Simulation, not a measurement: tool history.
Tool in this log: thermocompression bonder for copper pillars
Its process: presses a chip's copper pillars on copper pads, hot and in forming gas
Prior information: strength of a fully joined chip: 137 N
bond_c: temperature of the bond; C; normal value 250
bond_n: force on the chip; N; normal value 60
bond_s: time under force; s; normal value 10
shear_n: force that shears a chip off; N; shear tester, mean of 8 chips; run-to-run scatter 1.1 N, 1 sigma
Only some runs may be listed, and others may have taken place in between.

| run | hour | bond_c | bond_n | bond_s | shear_n |
|---|---|---|---|---|---|
| 1 | 0.0 | 250 | 60 | 10 | 95.9 |
| 2 | 8.9 | 250 | 53 | 10 | 87.6 |
| 3 | 16.1 | 250 | 53 | 10 | 90.3 |
| 4 | 25.6 | 250 | 53 | 10 | 87.7 |
| 5 | 30.9 | 250 | 51 | 10 | 87.0 |
| 6 | 39.5 | 250 | 51 | 10 | 87.6 |
| 7 | 45.9 | 250 | 51 | 10 | 87.0 |
| 8 | 52.6 | 250 | 51 | 10 | 86.2 |
|  | 54.5 | force cell calibrated |
| 9 | 63.2 | 250 | 44 | 10 | 80.1 |
| 10 | 67.4 | 250 | 44 | 10 | 80.0 |
| 11 | 76.2 | 278 | 60 | 10 | 109.7 |
| 12 | 85.1 | 278 | 60 | 10 | 112.3 |
| 13 | 92.1 | 244 | 72 | 12 | 100.6 |
|  | 94.7 | force cell calibrated, once more |
| 14 | 101.4 | 277 | 51 | 10 | 108.2 |
| 15 | 108.8 | 252 | 80 | 5 | 90.5 |
| 16 | 117.3 | 252 | 80 | 5 | 92.0 |
| 17 | 127.4 | 252 | 80 | 5 | 90.1 |
| 18 | 133.0 | 234 | 46 | 20 | 81.7 |
| 19 | 138.1 | 263 | 46 | 6 | 79.7 |
| 20 | 145.6 | 263 | 46 | 6 | 80.4 |
| 21 | 151.1 | 263 | 46 | 6 | 78.7 |
| 22 | 158.0 | 250 | 42 | 8 | 72.3 |

Consider 5 possible next runs. They are alternatives, not a sequence: every one starts from the tool as it was left by run 22. What does each give?
| A | 167.3 | 250 | 60 | 9 | ? |
| B | 167.3 | 253 | 39 | 8 | ? |
| C | 167.3 | 229 | 60 | 10 | ? |
| D | 167.3 | 250 | 52 | 8 | ? |
| E | 167.3 | 254 | 42 | 8 | ? |

| run | shear_n |
|---|---|
| A | 88.7 |
| B | 70.4 |
| C | 75.0 |
| D | 80.2 |
| E | 72.9 |
Without the tool's unlogged condition, the same runs would have read:
| run | shear_n |
|---|---|
| A | 91.4 |
| B | 71.8 |
| C | 76.2 |
| D | 82.1 |
| E | 74.5 |
